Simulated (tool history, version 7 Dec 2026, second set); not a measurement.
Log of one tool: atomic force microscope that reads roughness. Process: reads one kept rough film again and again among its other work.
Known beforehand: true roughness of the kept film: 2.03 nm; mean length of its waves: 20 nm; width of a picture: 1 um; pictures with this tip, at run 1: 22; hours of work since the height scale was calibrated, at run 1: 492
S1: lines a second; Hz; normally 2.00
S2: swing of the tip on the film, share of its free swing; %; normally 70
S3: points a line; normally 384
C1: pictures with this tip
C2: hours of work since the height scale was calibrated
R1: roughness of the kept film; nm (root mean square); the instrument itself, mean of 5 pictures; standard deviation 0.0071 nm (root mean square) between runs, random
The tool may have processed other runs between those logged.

Run 1, hour 0.0: usual settings; C1 22; C2 492. Result: R1 1.447 nm (root mean square).
Run 2, hour 18.8: usual settings; C1 53; C2 506. Result: R1 1.401 nm (root mean square).
Run 3, hour 32.8: usual settings; C1 76; C2 518. Result: R1 1.373 nm (root mean square).
Run 4, hour 42.8: usual settings; C1 92; C2 525. Result: R1 1.362 nm (root mean square).
Run 5, hour 58.7: usual settings but S2 84 %; C1 118; C2 538. Result: R1 1.183 nm (root mean square).
Run 6, hour 73.2: usual settings but S2 84 %; C1 142; C2 549. Result: R1 1.160 nm (root mean square).
Run 7, hour 92.0: usual settings but S2 84 %; C1 173; C2 564. Result: R1 1.134 nm (root mean square).
Run 8, hour 104.9: usual settings but S2 84 %; C1 194; C2 574. Result: R1 1.101 nm (root mean square).
Run 9, hour 115.1: usual settings but S2 84 %; C1 211; C2 582. Result: R1 1.087 nm (root mean square).
Run 10, hour 124.2: usual settings but S2 76 %; C1 226; C2 590. Result: R1 1.160 nm (root mean square).
At hour 142.1: new tip fitted.
Run 11, hour 142.4: usual settings but S2 76 %; C1 0; C2 604. Result: R1 1.399 nm (root mean square).
Run 12, hour 161.6: usual settings but S3 505; C1 32; C2 619. Result: R1 1.415 nm (root mean square).
Run 13, hour 178.0: usual settings but S1 3.60 Hz, S2 79 %, S3 1018; C1 59; C2 632. Result: R1 1.153 nm (root mean square).
Run 14, hour 189.8: usual settings but S1 3.60 Hz, S2 79 %, S3 1018; C1 78; C2 641. Result: R1 1.127 nm (root mean square).
Run 15, hour 202.1: usual settings but S1 3.60 Hz, S2 79 %, S3 1018; C1 98; C2 651. Result: R1 1.096 nm (root mean square).
Run 16, hour 216.3: usual settings but S1 3.60 Hz, S2 79 %, S3 1018; C1 121; C2 662. Result: R1 1.087 nm (root mean square).
Run 17, hour 225.7: usual settings but S1 3.62 Hz, S2 77 %, S3 656; C1 137; C2 669. Result: R1 1.092 nm (root mean square).
Run 18, hour 233.7: usual settings but S2 62 %; C1 150; C2 676. Result: R1 1.335 nm (root mean square).
Run 19, hour 245.5: usual settings but S2 62 %; C1 169; C2 685. Result: R1 1.303 nm (root mean square).
Run 20, hour 253.7: usual settings but S2 62 %; C1 183; C2 691. Result: R1 1.288 nm (root mean square).
Run 21, hour 270.0: usual settings but S1 0.64 Hz, S3 377; C1 210; C2 704. Result: R1 1.310 nm (root mean square).
Run 22, hour 280.8: usual settings but S2 84 %; C1 227; C2 713. Result: R1 1.064 nm (root mean square).

Results for each run, recomputed without the tool's hidden state and with each run's random variation untouched:
Hidden state at play: radius of the tip, nm; height scale over the true one, %; drift of the gauge itself on roughness_nm, %.
run     R1
  1  1.477
  2  1.476
  3  1.477
  4  1.486
  5  1.320
  6  1.321
  7  1.326
  8  1.311
  9  1.313
 10  1.418
 11  1.419
 12  1.485
 13  1.240
 14  1.232
 15  1.221
 16  1.235
 17  1.257
 18  1.555
 19  1.543
 20  1.544
 21  1.608
 22  1.323

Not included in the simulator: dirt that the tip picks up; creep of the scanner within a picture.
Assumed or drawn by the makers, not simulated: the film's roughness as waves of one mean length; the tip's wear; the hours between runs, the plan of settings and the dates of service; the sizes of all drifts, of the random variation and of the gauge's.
